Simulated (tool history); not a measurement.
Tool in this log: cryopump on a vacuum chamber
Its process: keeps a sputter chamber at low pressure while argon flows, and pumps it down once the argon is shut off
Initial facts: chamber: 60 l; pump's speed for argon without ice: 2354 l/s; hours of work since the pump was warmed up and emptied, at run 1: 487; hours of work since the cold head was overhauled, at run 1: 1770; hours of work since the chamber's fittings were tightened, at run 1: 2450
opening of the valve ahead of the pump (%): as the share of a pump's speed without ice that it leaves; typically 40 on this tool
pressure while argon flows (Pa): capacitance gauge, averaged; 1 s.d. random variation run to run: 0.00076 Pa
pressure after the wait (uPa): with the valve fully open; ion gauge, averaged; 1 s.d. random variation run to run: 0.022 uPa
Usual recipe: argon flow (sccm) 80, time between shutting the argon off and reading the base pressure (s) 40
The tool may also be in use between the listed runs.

run    hour  argon flow (sccm)  time between shutting the argon off and reading the base pressure (s)  opening of the valve ahead of the pump (%)  hours of work since the pump was warmed up and emptied  hours of work since the cold head was overhauled  hours of work since the chamber's fittings were tightened  pressure while argon flows (Pa)  pressure after the wait (uPa)
  1     0.0                 80                                                                     40                                          40                                                     487                                              1770                                                       2450                           0.1520                           2.07
  2    63.1                 80                                                                     40                                          40                                                     526                                              1809                                                       2490                           0.1529                           2.19
  3   105.6                 80                                                                    107                                          40                                                     553                                              1836                                                       2516                           0.1525                           1.86
      191.1  -- pump warmed up, emptied and cooled again
  4   196.1                 80                                                                    107                                          40                                                       3                                              1889                                                       2570                           0.1438                           1.62
  5   277.3                103                                                                    107                                          40                                                      54                                              1940                                                       2620                           0.1887                           1.70
  6   366.9                103                                                                    107                                          40                                                     110                                              1996                                                       2677                           0.1860                           1.78
  7   450.7                 80                                                                     40                                          20                                                     162                                              2049                                                       2729                           0.2904                           2.10
  8   490.9                 80                                                                     40                                          20                                                     188                                              2074                                                       2754                           0.2895                           2.11
  9   552.8                 80                                                                     40                                          20                                                     226                                              2112                                                       2793                           0.2897                           2.18
 10   594.9                 80                                                                     40                                          58                                                     253                                              2139                                                       2819                           0.1034                           2.18
 11   671.8                 80                                                                     40                                          40                                                     301                                              2187                                                       2867                           0.1493                           2.22
 12   712.5                 80                                                                     83                                          40                                                     326                                              2212                                                       2893                           0.1505                           2.03
 13   769.6                 80                                                                     83                                          40                                                     362                                              2248                                                       2928                           0.1506                           2.06
 14   812.5                 80                                                                     83                                          40                                                     389                                              2275                                                       2955                           0.1510                           2.15
 15   864.7                 80                                                                     83                                          40                                                     421                                              2308                                                       2988                           0.1513                           2.15
 16   904.0                 80                                                                     83                                          40                                                     446                                              2332                                                       3013                           0.1508                           2.15
 17   978.5                 80                                                                     83                                          40                                                     493                                              2379                                                       3059                           0.1527                           2.24
 18  1052.8                 80                                                                     36                                          40                                                     539                                              2425                                                       3106                           0.1515                           2.59
 19  1142.4                 80                                                                    201                                          40                                                     595                                              2481                                                       3162                           0.1543                           2.18
     1161.5  -- pump warmed up, emptied and cooled again
     1173.8  -- leaking fittings of the chamber tightened, without venting
 20  1225.0                 80                                                                    201                                          40                                                      38                                              2529                                                         32                           0.1444                           0.23
 21  1298.9                 80                                                                     20                                          38                                                      85                                              2575                                                         78                           0.1531                           1.02
 22  1359.0                 80                                                                    164                                          43                                                     122                                              2612                                                        116                           0.1374                           0.31
 23  1409.4                 80                                                                    169                                          28                                                     154                                              2644                                                        147                           0.2081                           0.36
 24  1480.4                 95                                                                    215                                          41                                                     198                                              2688                                                        192                           0.1715                           0.33
 25  1517.1                 35                                                                     88                                          18                                                     221                                              2711                                                        215                           0.1413                           0.52
 26  1588.8                 80                                                                     40                                          18                                                     266                                              2756                                                        260                           0.3249                           0.70
 27  1636.1                 80                                                                     40                                          18                                                     296                                              2786                                                        289                           0.3225                           0.77
 28  1714.5                 80                                                                     40                                          18                                                     345                                              2835                                                        338                           0.3262                           0.75
 29  1770.9                 80                                                                     40                                          18                                                     380                                              2870                                                        374                           0.3279                           0.80
 30  1841.1                 80                                                                     40                                          18                                                     424                                              2914                                                        418                           0.3260                           0.84
 31  1911.6                 38                                                                     39                                          37                                                     468                                              2958                                                        462                           0.0784                           0.89
 32  1958.5                 38                                                                     39                                          17                                                     497                                              2988                                                        491                           0.1638                           0.93
 33  2046.9                 38                                                                     39                                          55                                                     553                                              3043                                                        546                           0.0548                           0.96

3 options for the next run, each taken on its own from the tool as it stands now. Forecast them:
  A  2114.3                 80                                                                     74                                          27                                                     595                                              3085                                                        588                                ?                              ?
  B  2114.3                 41                                                                     32                                          36                                                     595                                              3085                                                        588                                ?                              ?
  C  2114.3                 38                                                                     22                                          39                                                     595                                              3085                                                        588                                ?                              ?

run  pressure while argon flows (Pa)  pressure after the wait (uPa)
  A                           0.2251                           0.76
  B                           0.0871                           1.09
  C                           0.0750                           1.33
Take away the tool's hidden state, keep each run's random variation, and the runs would have read:
run  pressure while argon flows (Pa)  pressure after the wait (uPa)
  A                           0.2144                           0.33
  B                           0.0816                           0.65
  C                           0.0699                           0.90
